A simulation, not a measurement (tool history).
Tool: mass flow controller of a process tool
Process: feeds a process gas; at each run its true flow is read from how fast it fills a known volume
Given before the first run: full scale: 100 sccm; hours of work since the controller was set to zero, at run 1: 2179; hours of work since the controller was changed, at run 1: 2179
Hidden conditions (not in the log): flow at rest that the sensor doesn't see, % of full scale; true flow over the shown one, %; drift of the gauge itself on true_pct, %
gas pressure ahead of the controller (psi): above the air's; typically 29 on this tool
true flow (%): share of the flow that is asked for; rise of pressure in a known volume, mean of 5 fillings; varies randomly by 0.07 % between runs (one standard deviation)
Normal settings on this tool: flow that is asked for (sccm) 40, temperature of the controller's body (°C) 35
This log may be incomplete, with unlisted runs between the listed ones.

run,hour,flow that is asked for (sccm),gas pressure ahead of the controller (psi),temperature of the controller's body (°C),hours of work since the controller was set to zero,hours of work since the controller was changed,true flow (%)
1,0,40,29,35,2179,2179,98.87
2,78.6,40,28.9,35,2216,2216,98.92
3,194.8,40,28.9,35,2271,2271,98.79
4,352.5,40,28.9,35,2346,2346,98.79
5,503.4,40,33.1,35,2418,2418,98.66
6,615.8,40,33.5,35,2471,2471,98.66
7,778.2,40,29,35,2548,2548,98.67
8,897.6,40,29,35,2604,2604,98.67
9,990.7,40,29,35,2649,2649,98.81
10,1114.6,40,29,35,2707,2707,98.7
11,1261,40,27.1,35,2777,2777,98.72
12,1425.8,40,27.1,35,2855,2855,98.8
13,1518.2,40,29,35,2899,2899,98.53
14,1640.7,40,29,35,2957,2957,98.72
15,1749.8,40,23.8,35,3009,3009,98.71
16,1879.8,32,23.8,35,3070,3070,98.52
17,2017.6,23,23.8,24,3135,3135,97.1
18,2126.2,82,24.2,20,3187,3187,98.68
19,2288.1,82,24.2,20,3264,3264,98.65
20,2403.5,82,24.2,20,3318,3318,98.61
21,2562.2,13,24.2,31,3394,3394,97.14
22,2656.4,13,24.2,31,3438,3438,96.89
23,2839.7,40,29,39,3525,3525,98.9
24,2988.9,40,29,39,3596,3596,98.87
25,3165.7,40,29,39,3680,3680,98.86
26,3256,40,29,39,3723,3723,98.86
27,3384.9,36,29,35,3784,3784,98.42
28,3493.6,40,39.2,31,3835,3835,97.83
29,3648,40,39.2,31,3909,3909,97.88
30,3760.2,18,39.2,22,3962,3962,95.88

For some of the steps in true flow (%) from one run to the next: how much would appear even if the tool had no hidden state, given the settings, what came in and random variation, and how much remains for the hidden state plus any gauge scatter that the measured result and the result without hidden state don't share?
Run 17 -> 18: flow that is asked for (sccm) 23 -> 82, gas pressure ahead of the controller (psi) 23.8 -> 24.2, temperature of the controller's body (°C) 24 -> 20. true flow (%) +1.58: hidden state +0.4, all else +1.18.
Run 20 -> 21: flow that is asked for (sccm) 82 -> 13, temperature of the controller's body (°C) 20 -> 31. true flow (%) -1.47: hidden state -0.92, all else -0.55.
Run 22 -> 23: flow that is asked for (sccm) 13 -> 40, gas pressure ahead of the controller (psi) 24.2 -> 29, temperature of the controller's body (°C) 31 -> 39. true flow (%) +2.01: hidden state +0.73, all else +1.28.
Run 29 -> 30: flow that is asked for (sccm) 40 -> 18, temperature of the controller's body (°C) 31 -> 22. true flow (%) -2: hidden state -0.5, all else -1.5.

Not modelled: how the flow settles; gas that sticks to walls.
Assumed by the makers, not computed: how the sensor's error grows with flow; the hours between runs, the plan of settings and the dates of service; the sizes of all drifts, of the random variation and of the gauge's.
